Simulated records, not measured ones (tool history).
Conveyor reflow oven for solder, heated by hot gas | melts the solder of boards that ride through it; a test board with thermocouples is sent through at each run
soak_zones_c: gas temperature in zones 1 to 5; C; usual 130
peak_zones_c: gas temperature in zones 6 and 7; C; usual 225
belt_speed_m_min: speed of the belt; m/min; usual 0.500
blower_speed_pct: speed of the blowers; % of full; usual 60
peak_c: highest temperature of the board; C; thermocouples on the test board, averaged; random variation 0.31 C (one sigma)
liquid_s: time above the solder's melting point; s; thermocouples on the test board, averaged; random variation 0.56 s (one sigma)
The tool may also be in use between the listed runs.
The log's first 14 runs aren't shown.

run   hour  soak_zones_c  peak_zones_c  belt_speed_m_min  blower_speed_pct  peak_c  liquid_s
 15  451.7           130           225             0.500                60   206.5      41.2
 16  483.2           130           225             0.500                60   206.4      41.2
 17  514.4           130           236             0.571                60   210.1      38.6
     522.0  -- belt drive overhauled, speed set with a stopwatch
 18  544.6           140           224             0.513                60   206.8      44.2
 19  587.5           131           227             0.432                54   212.1      55.4
 20  627.9           131           227             0.432                54   212.3      56.6
 21  662.9           131           227             0.432                54   211.5      56.6
     676.6  -- belt drive overhauled, speed set with a stopwatch, once more
 22  699.6           135           227             0.432                54   211.2      56.7
 23  737.0           135           227             0.432                54   211.5      56.1
 24  775.1           141           225             0.456                60   211.0      54.3
 25  813.8           141           225             0.456                60   210.4      54.7
 26  851.7           141           225             0.456                60   210.4      54.9
 27  879.4           139           225             0.502                60   207.3      46.0
     902.8  -- flux residue cleaned out of gas plates and filters
 28  903.5           139           225             0.502                60   208.5      46.5
 29  947.8           130           225             0.500                56   205.5      41.5
 30  970.3           130           225             0.500                56   206.0      40.3

Forecast each of these 5 alternatives for the next run:
  A  1003.4           140           225             0.500                69       ?         ?
  B  1003.4           130           225             0.500                85       ?         ?
  C  1003.4           134           237             0.500                73       ?         ?
  D  1003.4           129           221             0.500                79       ?         ?
  E  1003.4           117           239             0.500                56       ?         ?

run  peak_c  liquid_s
  A   211.0      49.3
  B   211.4      47.4
  C   220.4      55.1
  D   206.6      43.9
  E   214.2      45.4
Without the tool's hidden state the same runs would have given:
run  peak_c  liquid_s
  A   210.0      48.3
  B   210.4      46.5
  C   219.4      54.2
  D   205.6      42.8
  E   213.3      44.5

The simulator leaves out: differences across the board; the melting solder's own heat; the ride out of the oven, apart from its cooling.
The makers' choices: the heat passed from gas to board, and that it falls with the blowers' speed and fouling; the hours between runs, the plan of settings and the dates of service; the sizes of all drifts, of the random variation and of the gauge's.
